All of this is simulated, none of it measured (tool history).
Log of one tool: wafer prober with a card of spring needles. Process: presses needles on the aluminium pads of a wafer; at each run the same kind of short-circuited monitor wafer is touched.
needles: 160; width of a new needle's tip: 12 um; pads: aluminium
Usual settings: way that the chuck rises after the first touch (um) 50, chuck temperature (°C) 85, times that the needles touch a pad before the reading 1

run   hour  way that the chuck rises after the first touch (um)  chuck temperature (°C)  times that the needles touch a pad before the reading  resistance of one needle with its contact and lead (mohm)  way that a needle slides on the pad (um)
  1    0.0                                                   50                      85                                                      1                                                        339                                     13.78
       2.5  -- tips cleaned on abrasive film
      20.1  -- tips cleaned on abrasive film
  2   31.0                                                   50                      85                                                      1                                                        330                                     13.68
      39.4  -- tips cleaned on abrasive film
      57.7  -- tips cleaned on abrasive film
  3   60.9                                                   50                      27                                                      1                                                        255                                     13.74
      77.1  -- tips cleaned on abrasive film
  4   84.3                                                   58                      85                                                      1                                                        261                                     15.94
      95.2  -- tips cleaned on abrasive film
  5  108.2                                                   58                      85                                                      1                                                        303                                     15.84
     113.7  -- tips cleaned on abrasive film
  6  124.2                                                   58                      85                                                      1                                                        293                                     15.91
     132.9  -- tips cleaned on abrasive film
     151.0  -- tips cleaned on abrasive film
  7  151.0                                                   50                      85                                                      1                                                        189                                     13.62
     169.4  -- tips cleaned on abrasive film
  8  178.9                                                   50                      85                                                      1                                                        311                                     13.65

The next listed run, before its measurement:
     180.8  -- height of the first contact set anew
     187.9  -- tips cleaned on abrasive film
  9  194.4                                                   50                      42                                                      1                                                          ?                                         ?

Run 9 gave resistance of one needle with its contact and lead (mohm) 303, way that a needle slides on the pad (um) 13.56.
Without the tool's hidden state the same run would have given resistance of one needle with its contact and lead (mohm) 164, way that a needle slides on the pad (um) 13.79.
